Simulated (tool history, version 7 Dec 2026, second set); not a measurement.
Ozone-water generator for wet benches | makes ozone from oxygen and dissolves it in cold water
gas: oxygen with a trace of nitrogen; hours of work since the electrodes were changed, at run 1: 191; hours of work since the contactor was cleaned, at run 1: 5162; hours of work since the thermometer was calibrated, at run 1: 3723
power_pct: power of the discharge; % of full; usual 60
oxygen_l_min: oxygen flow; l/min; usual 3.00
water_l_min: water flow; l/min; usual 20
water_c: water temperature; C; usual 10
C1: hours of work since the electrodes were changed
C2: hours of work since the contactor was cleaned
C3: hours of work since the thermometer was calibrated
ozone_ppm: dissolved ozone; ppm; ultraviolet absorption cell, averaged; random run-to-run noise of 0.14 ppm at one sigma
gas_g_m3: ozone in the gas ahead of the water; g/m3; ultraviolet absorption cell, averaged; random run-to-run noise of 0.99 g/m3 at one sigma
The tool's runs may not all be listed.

Run 1, day 0.000: usual settings; C1 191; C2 5162; C3 3723. Result: ozone_ppm 16.2 ppm, gas_g_m3 170.2 g/m3.
Run 2, day 2.800: usual settings but water_c 9 C; C1 251; C2 5222; C3 3783. Result: ozone_ppm 16.0 ppm, gas_g_m3 172.1 g/m3.
Run 3, day 5.488: usual settings but oxygen_l_min 3.66 l/min, water_c 9 C; C1 308; C2 5279; C3 3840. Result: ozone_ppm 17.3 ppm, gas_g_m3 157.2 g/m3.
Run 4, day 9.433: usual settings but power_pct 63 % of full; C1 392; C2 5363; C3 3924. Result: ozone_ppm 16.8 ppm, gas_g_m3 177.3 g/m3.
Run 5, day 12.942: usual settings but power_pct 63 % of full; C1 466; C2 5438; C3 3999. Result: ozone_ppm 16.7 ppm, gas_g_m3 177.8 g/m3.
At day 16.371: water thermometer calibrated.
Run 6, day 16.954: usual settings but power_pct 56 % of full; C1 551; C2 5522; C3 12. Result: ozone_ppm 15.5 ppm, gas_g_m3 158.9 g/m3.
Run 7, day 20.529: usual settings but power_pct 56 % of full; C1 627; C2 5599; C3 89. Result: ozone_ppm 15.3 ppm, gas_g_m3 160.1 g/m3.
Run 8, day 24.267: usual settings but power_pct 56 % of full; C1 707; C2 5678; C3 168. Result: ozone_ppm 15.2 ppm, gas_g_m3 158.3 g/m3.
Run 9, day 28.838: usual settings but water_c 12 C; C1 804; C2 5775; C3 265. Result: ozone_ppm 15.7 ppm, gas_g_m3 167.9 g/m3.
Run 10, day 31.642: usual settings but oxygen_l_min 4.10 l/min; C1 864; C2 5835; C3 325. Result: ozone_ppm 17.7 ppm, gas_g_m3 148.9 g/m3.
Run 11, day 34.883: usual settings; C1 933; C2 5904; C3 394. Result: ozone_ppm 15.9 ppm, gas_g_m3 167.8 g/m3.
Run 12, day 36.846: usual settings; C1 975; C2 5946; C3 436. Result: ozone_ppm 15.9 ppm, gas_g_m3 168.6 g/m3.
Run 13, day 39.617: usual settings but water_l_min 16 l/min; C1 1034; C2 6005; C3 495. Result: ozone_ppm 19.2 ppm, gas_g_m3 168.6 g/m3.
Run 14, day 42.579: usual settings but power_pct 76 % of full; C1 1097; C2 6068; C3 558. Result: ozone_ppm 19.4 ppm, gas_g_m3 206.9 g/m3.
Run 15, day 44.950: usual settings but power_pct 76 % of full; C1 1147; C2 6118; C3 608. Result: ozone_ppm 19.7 ppm, gas_g_m3 204.1 g/m3.
Run 16, day 47.992: usual settings but oxygen_l_min 2.08 l/min; C1 1212; C2 6183; C3 673. Result: ozone_ppm 13.8 ppm, gas_g_m3 193.5 g/m3.
Run 17, day 52.250: usual settings but oxygen_l_min 2.08 l/min; C1 1302; C2 6274; C3 764. Result: ozone_ppm 14.0 ppm, gas_g_m3 192.5 g/m3.
Run 18, day 54.954: usual settings but oxygen_l_min 2.08 l/min; C1 1360; C2 6331; C3 821. Result: ozone_ppm 14.0 ppm, gas_g_m3 193.2 g/m3.
Run 19, day 57.625: usual settings but power_pct 64 % of full, oxygen_l_min 2.17 l/min, water_l_min 29 l/min, water_c 15 C; C1 1417; C2 6388; C3 878. Result: ozone_ppm 10.1 ppm, gas_g_m3 198.1 g/m3.
Run 20, day 60.821: usual settings but oxygen_l_min 1.54 l/min, water_l_min 14 l/min; C1 1485; C2 6456; C3 946. Result: ozone_ppm 17.4 ppm, gas_g_m3 215.1 g/m3.
Run 21, day 64.304: usual settings but oxygen_l_min 1.54 l/min, water_l_min 14 l/min; C1 1559; C2 6530; C3 1020. Result: ozone_ppm 16.9 ppm, gas_g_m3 218.0 g/m3.

What does the tool deliver on the next run?
At day 66.933: gauge calibrated.
Run 22, day 67.571: usual settings but oxygen_l_min 1.54 l/min, water_l_min 14 l/min; C1 1628; C2 6600; C3 1090. Result: ozone_ppm ?, gas_g_m3 ?.

Run 22 produced ozone_ppm 17.3 ppm, gas_g_m3 221.2 g/m3.
Take away the tool's hidden state, keep the run-to-run variation as it was, and the same run would have given ozone_ppm 17.3 ppm, gas_g_m3 221.3 g/m3.

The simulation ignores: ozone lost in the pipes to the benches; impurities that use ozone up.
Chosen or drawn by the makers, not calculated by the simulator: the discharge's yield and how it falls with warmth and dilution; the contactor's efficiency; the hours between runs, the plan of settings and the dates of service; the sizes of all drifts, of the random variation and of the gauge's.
